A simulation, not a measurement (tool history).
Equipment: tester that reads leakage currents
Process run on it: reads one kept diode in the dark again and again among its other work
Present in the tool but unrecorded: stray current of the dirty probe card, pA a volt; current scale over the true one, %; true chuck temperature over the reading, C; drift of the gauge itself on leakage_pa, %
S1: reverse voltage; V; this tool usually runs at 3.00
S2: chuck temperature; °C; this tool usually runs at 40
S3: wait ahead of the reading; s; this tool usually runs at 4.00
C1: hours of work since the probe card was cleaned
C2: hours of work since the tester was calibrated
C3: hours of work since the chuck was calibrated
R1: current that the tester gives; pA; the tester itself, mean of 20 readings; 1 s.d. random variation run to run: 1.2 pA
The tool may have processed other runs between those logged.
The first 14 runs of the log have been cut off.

{"run": 15, "hour": 427.9, "S1": 3.0, "S2": 40, "S3": 4.0, "C1": 1009, "C2": 674, "C3": 271, "R1": 392.99}
{"run": 16, "hour": 472.5, "S1": 10.07, "S2": 40, "S3": 4.0, "C1": 1034, "C2": 699, "C3": 296, "R1": 583.01}
{"run": 17, "hour": 512.4, "S1": 3.81, "S2": 26, "S3": 4.0, "C1": 1057, "C2": 721, "C3": 319, "R1": 158.82}
{"run": 18, "hour": 539.9, "S1": 2.28, "S2": 21, "S3": 3.76, "C1": 1072, "C2": 737, "C3": 334, "R1": 91.33}
{"run": 19, "hour": 579.2, "S1": 3.0, "S2": 35, "S3": 4.0, "C1": 1094, "C2": 759, "C3": 356, "R1": 274.28}
{"run": 20, "hour": 603.6, "S1": 2.31, "S2": 22, "S3": 1.38, "C1": 1108, "C2": 772, "C3": 370, "R1": 99.15}
{"run": 21, "hour": 628.9, "S1": 2.31, "S2": 22, "S3": 1.38, "C1": 1122, "C2": 787, "C3": 384, "R1": 98.54}
{"run": 22, "hour": 665.2, "S1": 2.31, "S2": 20, "S3": 0.53, "C1": 1143, "C2": 807, "C3": 405, "R1": 85.49}
{"run": 23, "hour": 703.6, "S1": 2.31, "S2": 37, "S3": 0.53, "C1": 1164, "C2": 829, "C3": 426, "R1": 287.19}
{"run": 24, "hour": 732.2, "S1": 1.12, "S2": 27, "S3": 0.35, "C1": 1180, "C2": 845, "C3": 442, "R1": 111.61}
{"run": 25, "hour": 756.9, "S1": 3.0, "S2": 29, "S3": 1.44, "C1": 1194, "C2": 859, "C3": 456, "R1": 177.11}
{"run": 26, "hour": 793.4, "S1": 16.41, "S2": 40, "S3": 6.31, "C1": 1215, "C2": 879, "C3": 477, "R1": 663.45}
{"run": 27, "hour": 839.1, "S1": 16.41, "S2": 40, "S3": 6.31, "C1": 1240, "C2": 905, "C3": 502, "R1": 659.92}
{"run": 28, "hour": 872.4, "S1": 3.0, "S2": 40, "S3": 0.83, "C1": 1259, "C2": 923, "C3": 521, "R1": 376.26}
{"run": 29, "hour": 893.9, "S1": 3.0, "S2": 40, "S3": 0.83, "C1": 1271, "C2": 936, "C3": 533, "R1": 376.04}
{"run": 30, "hour": 930.0, "S1": 3.0, "S2": 56, "S3": 0.67, "C1": 1291, "C2": 956, "C3": 553, "R1": 1044.94}
{"run": 31, "hour": 969.7, "S1": 3.0, "S2": 56, "S3": 0.67, "C1": 1314, "C2": 978, "C3": 576, "R1": 1041.61}

Forecast each of these 4 alternatives for the next run:
{"run": "A", "hour": 990.6, "S1": 3.0, "S2": 42, "S3": 2.02, "C1": 1325, "C2": 990, "C3": 587, "R1": "?"}
{"run": "B", "hour": 990.6, "S1": 3.0, "S2": 40, "S3": 0.97, "C1": 1325, "C2": 990, "C3": 587, "R1": "?"}
{"run": "C", "hour": 990.6, "S1": 10.79, "S2": 34, "S3": 4.0, "C1": 1325, "C2": 990, "C3": 587, "R1": "?"}
{"run": "D", "hour": 990.6, "S1": 3.24, "S2": 43, "S3": 0.31, "C1": 1325, "C2": 990, "C3": 587, "R1": "?"}

run=A R1=426.58
run=B R1=372.46
run=C R1=376.83
run=D R1=472.86
Stripped of hidden state, with their random variation kept, the same runs would have yielded:
run=A R1=472.95
run=B R1=413.17
run=C R1=413.94
run=D R1=523.61
